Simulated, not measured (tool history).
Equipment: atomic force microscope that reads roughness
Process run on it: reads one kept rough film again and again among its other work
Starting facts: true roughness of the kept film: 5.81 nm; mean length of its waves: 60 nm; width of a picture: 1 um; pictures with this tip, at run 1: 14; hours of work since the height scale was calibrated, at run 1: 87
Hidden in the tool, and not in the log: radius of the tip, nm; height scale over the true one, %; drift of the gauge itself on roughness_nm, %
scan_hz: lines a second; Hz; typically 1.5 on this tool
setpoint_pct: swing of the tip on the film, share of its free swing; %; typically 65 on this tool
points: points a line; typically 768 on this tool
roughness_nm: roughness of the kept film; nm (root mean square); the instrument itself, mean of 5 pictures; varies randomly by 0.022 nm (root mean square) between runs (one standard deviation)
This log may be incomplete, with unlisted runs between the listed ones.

| run | hour | scan_hz | setpoint_pct | points | pictures with this tip | hours of work since the height scale was calibrated | roughness_nm |
|---|---|---|---|---|---|---|---|
| 1 | 0 | 1.5 | 65 | 768 | 14 | 87 | 5.235 |
| 2 | 25.7 | 1.5 | 65 | 768 | 66 | 104 | 4.76 |
|  | 30.7 | new tip fitted |
| 3 | 50.9 | 1.5 | 65 | 768 | 40 | 119 | 4.981 |
|  | 68.9 | new tip fitted |
| 4 | 73.5 | 1.5 | 65 | 768 | 9 | 133 | 5.299 |
| 5 | 98.1 | 1.5 | 65 | 768 | 59 | 148 | 4.799 |
|  | 107.6 | new tip fitted |
| 6 | 116.2 | 1.5 | 65 | 674 | 17 | 159 | 5.233 |
| 7 | 143.9 | 1.5 | 65 | 674 | 72 | 176 | 4.666 |
|  | 146.7 | new tip fitted |
| 8 | 161.5 | 0.68 | 68 | 576 | 29 | 187 | 5.123 |
|  | 184.6 | new tip fitted |
| 9 | 188.2 | 0.68 | 68 | 576 | 7 | 203 | 5.355 |
| 10 | 205.4 | 1.5 | 67 | 442 | 41 | 214 | 4.935 |
| 11 | 220.6 | 0.99 | 63 | 768 | 72 | 224 | 4.742 |

Selected run-to-run steps in roughness_nm, each split into two signed amounts: the part the tool would show with no hidden state at all (from settings, incoming material and random variation), and the remainder, which goes to the hidden state together with any gauge scatter not common to the measured and the hidden-state-free results:
Run 6 -> 7: settings left as they were, no log entry in between. roughness_nm -0.567 nm (root mean square): hidden state -0.554, all else -0.013.
